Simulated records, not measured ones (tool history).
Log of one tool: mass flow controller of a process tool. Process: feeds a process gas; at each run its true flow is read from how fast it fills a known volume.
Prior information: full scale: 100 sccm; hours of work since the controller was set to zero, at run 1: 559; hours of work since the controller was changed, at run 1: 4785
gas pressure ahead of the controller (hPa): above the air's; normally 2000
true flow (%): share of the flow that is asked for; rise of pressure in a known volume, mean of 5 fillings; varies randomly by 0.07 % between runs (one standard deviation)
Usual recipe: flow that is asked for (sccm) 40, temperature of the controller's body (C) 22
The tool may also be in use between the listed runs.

run	hour	flow that is asked for (sccm)	gas pressure ahead of the controller (hPa)	temperature of the controller's body (C)	hours of work since the controller was set to zero	hours of work since the controller was changed	true flow (%)
1	0	40	2000	22	559	4785	100.98
2	204.6	40	2000	22	707	4934	101.02
3	382.2	10	2000	22	835	5062	99.13
4	537.6	40	2000	22	948	5175	101.08
5	729.8	40	2000	22	1087	5314	101.07
6	906.6	40	2000	22	1215	5442	101.14
7	1058	40	2000	22	1325	5552	101.13
8	1169.7	40	2000	22	1406	5633	101.11
9	1271.4	40	2000	22	1480	5706	101.12
10	1380.2	40	2550	22	1558	5785	100.7
11	1524.8	40	2550	22	1663	5890	100.85
# hour 1539: controller's zero set anew
12	1615.2	40	2550	22	55	5955	100.69
13	1756.8	40	2550	22	158	6058	100.72
14	1926.2	30	2550	22	281	6180	99.98
15	2112.1	30	2550	22	415	6315	99.93
16	2312.6	40	2000	22	560	6460	101.05
# hour 2479.7: controller's zero set anew, once more
17	2511.5	40	2000	22	23	6604	102.15
18	2672.7	40	2190	22	140	6721	101.98
19	2774	12	2190	26	213	6794	100.31
20	2899	12	2000	22	304	6885	100.71

Run 21 comes next. What will it give?
21	3069.6	95	2000	27	427	7008	?

true flow (%): 103.74
The same run, on a tool lacking any hidden state, would have yielded true flow (%) 99.67.
